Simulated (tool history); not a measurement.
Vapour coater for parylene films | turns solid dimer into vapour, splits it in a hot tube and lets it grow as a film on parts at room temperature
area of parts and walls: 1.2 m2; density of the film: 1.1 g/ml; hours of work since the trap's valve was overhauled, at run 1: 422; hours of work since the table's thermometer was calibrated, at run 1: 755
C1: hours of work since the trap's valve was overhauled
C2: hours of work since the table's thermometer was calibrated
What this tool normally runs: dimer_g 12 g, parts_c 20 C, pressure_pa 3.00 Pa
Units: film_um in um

Run 1, hour 0.0: usual settings; C1 422; C2 755. Result: film_um 7.18 um.
Run 2, hour 47.8: usual settings but pressure_pa 2.26 Pa; C1 452; C2 785. Result: film_um 7.49 um.
Run 3, hour 76.2: usual settings but pressure_pa 2.26 Pa; C1 470; C2 803. Result: film_um 7.50 um.
Run 4, hour 124.1: usual settings but pressure_pa 4.72 Pa; C1 501; C2 833. Result: film_um 6.40 um.
Run 5, hour 157.8: usual settings but pressure_pa 4.72 Pa; C1 522; C2 855. Result: film_um 6.32 um.
Run 6, hour 207.0: usual settings but dimer_g 8 g; C1 553; C2 886. Result: film_um 4.64 um.
At hour 228.4: trap's valve overhauled.
Run 7, hour 238.1: usual settings but dimer_g 8 g; C1 6; C2 903. Result: film_um 5.10 um.
Run 8, hour 277.8: usual settings; C1 31; C2 928. Result: film_um 7.55 um.
Run 9, hour 306.4: usual settings; C1 49; C2 946. Result: film_um 7.50 um.
Run 10, hour 335.6: usual settings; C1 68; C2 964. Result: film_um 7.47 um.
Run 11, hour 370.8: usual settings; C1 90; C2 987. Result: film_um 7.53 um.
Run 12, hour 394.0: usual settings; C1 105; C2 1001. Result: film_um 7.41 um.
Run 13, hour 419.2: usual settings; C1 121; C2 1017. Result: film_um 7.55 um.
Run 14, hour 454.4: usual settings; C1 143; C2 1039. Result: film_um 7.57 um.
Run 15, hour 505.8: usual settings but dimer_g 15 g; C1 175; C2 1072. Result: film_um 9.22 um.
Run 16, hour 544.8: usual settings; C1 200; C2 1096. Result: film_um 7.34 um.
Run 17, hour 573.6: usual settings; C1 218; C2 1115. Result: film_um 7.45 um.
Run 18, hour 605.2: usual settings but dimer_g 5 g; C1 238; C2 1135. Result: film_um 3.10 um.
Run 19, hour 626.8: usual settings; C1 252; C2 1148. Result: film_um 7.26 um.
Run 20, hour 660.5: usual settings; C1 273; C2 1170. Result: film_um 7.30 um.
Run 21, hour 700.5: usual settings; C1 298; C2 1195. Result: film_um 7.25 um.
Run 22, hour 747.1: usual settings; C1 328; C2 1224. Result: film_um 7.25 um.
Run 23, hour 790.1: usual settings but pressure_pa 5.47 Pa; C1 355; C2 1251. Result: film_um 6.26 um.
Run 24, hour 822.2: usual settings but dimer_g 9 g, parts_c 26 C, pressure_pa 3.16 Pa; C1 375; C2 1272. Result: film_um 4.07 um.
Run 25, hour 859.0: usual settings but dimer_g 9 g, parts_c 26 C, pressure_pa 3.16 Pa; C1 398; C2 1295. Result: film_um 4.01 um.
Run 26, hour 907.3: usual settings but parts_c 26 C, pressure_pa 3.16 Pa; C1 429; C2 1325. Result: film_um 5.22 um.
Run 27, hour 952.3: usual settings but dimer_g 8 g, parts_c 32 C, pressure_pa 2.25 Pa; C1 457; C2 1354. Result: film_um 2.84 um.
At hour 961.2: table's thermometer calibrated.
Run 28, hour 984.5: usual settings but dimer_g 21 g, parts_c 30 C, pressure_pa 11.97 Pa; C1 477; C2 15. Result: film_um 6.18 um.
Run 29, hour 1034.0: usual settings but dimer_g 21 g, parts_c 30 C, pressure_pa 11.97 Pa; C1 508; C2 46. Result: film_um 6.07 um.
Run 30, hour 1084.5: usual settings but dimer_g 9 g, parts_c 15 C, pressure_pa 2.93 Pa; C1 540; C2 78. Result: film_um 6.02 um.
At hour 1126.9: trap's valve overhauled.
Run 31, hour 1134.3: usual settings but dimer_g 7 g, parts_c 14 C, pressure_pa 2.16 Pa; C1 5; C2 107. Result: film_um 5.17 um.
Run 32, hour 1173.8: usual settings but pressure_pa 2.29 Pa; C1 30; C2 132. Result: film_um 8.26 um.
Run 33, hour 1215.7: usual settings but dimer_g 21 g, pressure_pa 3.91 Pa; C1 56; C2 158. Result: film_um 12.68 um.
Run 34, hour 1254.8: usual settings but dimer_g 10 g, parts_c 18 C; C1 81; C2 183. Result: film_um 7.02 um.
Run 35, hour 1286.2: usual settings but dimer_g 10 g, parts_c 18 C; C1 101; C2 203. Result: film_um 7.12 um.
Run 36, hour 1308.6: usual settings but dimer_g 10 g, parts_c 18 C; C1 115; C2 217. Result: film_um 7.06 um.
Run 37, hour 1348.6: usual settings but dimer_g 10 g, parts_c 18 C; C1 140; C2 242. Result: film_um 7.00 um.
Run 38, hour 1393.1: usual settings but dimer_g 10 g, parts_c 18 C; C1 168; C2 270. Result: film_um 7.05 um.
Run 39, hour 1430.4: usual settings but dimer_g 16 g, parts_c 16 C, pressure_pa 6.69 Pa; C1 192; C2 294. Result: film_um 10.31 um.
Run 40, hour 1478.3: usual settings but dimer_g 14 g, parts_c 19 C, pressure_pa 8.53 Pa; C1 222; C2 324. Result: film_um 7.46 um.
Run 41, hour 1526.9: usual settings but dimer_g 11 g, parts_c 18 C, pressure_pa 11.58 Pa; C1 253; C2 355. Result: film_um 5.78 um.
Run 42, hour 1557.0: usual settings but dimer_g 11 g, parts_c 18 C, pressure_pa 11.58 Pa; C1 272; C2 374. Result: film_um 5.72 um.
Run 43, hour 1590.1: usual settings but dimer_g 15 g, parts_c 29 C, pressure_pa 4.00 Pa; C1 293; C2 395. Result: film_um 5.72 um.
Run 44, hour 1630.7: usual settings but dimer_g 15 g, parts_c 29 C, pressure_pa 4.00 Pa; C1 318; C2 420. Result: film_um 5.79 um.
Run 45, hour 1657.0: usual settings but parts_c 28 C; C1 335; C2 437. Result: film_um 5.12 um.
Run 46, hour 1688.4: usual settings but dimer_g 6 g, parts_c 16 C, pressure_pa 2.31 Pa; C1 355; C2 457. Result: film_um 4.19 um.

Alternative continuations, all from the tool just after run 46; predict every row:
Run A, hour 1734.6: usual settings but dimer_g 10 g, pressure_pa 4.05 Pa; C1 384; C2 486. Result: film_um ?.
Run B, hour 1734.6: usual settings but dimer_g 6 g, parts_c 16 C, pressure_pa 10.98 Pa; C1 384; C2 486. Result: film_um ?.
Run C, hour 1734.6: usual settings but dimer_g 8 g, parts_c 16 C, pressure_pa 2.31 Pa; C1 384; C2 486. Result: film_um ?.

run  film_um
  A     5.74
  B     3.40
  C     5.49
The same runs, with their run-to-run variation unchanged, on a tool lacking any hidden condition would have given:
run  film_um
  A     6.24
  B     3.69
  C     5.87

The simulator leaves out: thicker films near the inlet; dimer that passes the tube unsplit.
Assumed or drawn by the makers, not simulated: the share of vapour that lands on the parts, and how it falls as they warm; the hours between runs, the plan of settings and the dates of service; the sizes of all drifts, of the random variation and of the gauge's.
